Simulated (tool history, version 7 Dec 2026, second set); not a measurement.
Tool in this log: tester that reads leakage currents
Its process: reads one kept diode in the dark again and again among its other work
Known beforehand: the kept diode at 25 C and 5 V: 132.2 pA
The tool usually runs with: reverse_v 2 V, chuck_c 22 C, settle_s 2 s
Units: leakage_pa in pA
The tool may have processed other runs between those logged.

| run | hour | reverse_v | chuck_c | settle_s | leakage_pa |
|---|---|---|---|---|---|
| 1 | 0 | 2 | 22 | 2 | 86.82 |
| 2 | 121.6 | 2 | 22 | 2 | 88.22 |
| 3 | 225.9 | 2 | 22 | 2 | 88.4 |
| 4 | 309.3 | 2 | 22 | 2 | 89.1 |
| 5 | 438.3 | 2 | 22 | 2 | 89.4 |
|  | 511.8 | probe card cleaned and baked |
| 6 | 511.8 | 2 | 22 | 2 | 87.09 |
|  | 616.6 | chuck's temperature calibrated |
| 7 | 654.9 | 2 | 22 | 2 | 81.72 |
| 8 | 786.4 | 2 | 22 | 1.85 | 82.83 |
| 9 | 857.4 | 2 | 22 | 1.85 | 82.37 |
| 10 | 961.7 | 2 | 22 | 1.85 | 83.57 |
| 11 | 1100.7 | 2 | 46 | 1.85 | 437.16 |
| 12 | 1167 | 1.2 | 22 | 2 | 71.9 |
| 13 | 1295.9 | 1.2 | 22 | 2 | 72.42 |
| 14 | 1436.6 | 1.24 | 22 | 1.55 | 74.01 |
| 15 | 1572.8 | 1.13 | 31 | 2.18 | 138.63 |
| 16 | 1699.4 | 1.13 | 31 | 2.18 | 139.07 |
| 17 | 1772 | 2 | 22 | 1.45 | 87.76 |
| 18 | 1862.7 | 2 | 42 | 0.39 | 351.82 |
| 19 | 1955.8 | 7.55 | 24 | 0.39 | 162.21 |
| 20 | 2066.1 | 11.16 | 45 | 1 | 737.69 |
|  | 2225.3 | tester calibrated |
| 21 | 2225.3 | 1.74 | 23 | 2 | 93.18 |
| 22 | 2348.9 | 1.78 | 45 | 0.54 | 421.94 |
|  | 2361.8 | chuck's temperature calibrated |
| 23 | 2484.3 | 7.25 | 41 | 0.92 | 470.04 |

Predict each of these 3 candidate next runs independently; none follows another, all start after run 23:
| A | 2604.1 | 2.64 | 22 | 2 | ? |
| B | 2604.1 | 2 | 53 | 2 | ? |
| C | 2604.1 | 1.98 | 41 | 1.04 | ? |

| run | leakage_pa |
|---|---|
| A | 91.6 |
| B | 669.97 |
| C | 312.97 |
With the hidden condition removed and each run's random variation left untouched, the same runs would have given:
| run | leakage_pa |
|---|---|
| A | 87.23 |
| B | 657.27 |
| C | 305.63 |
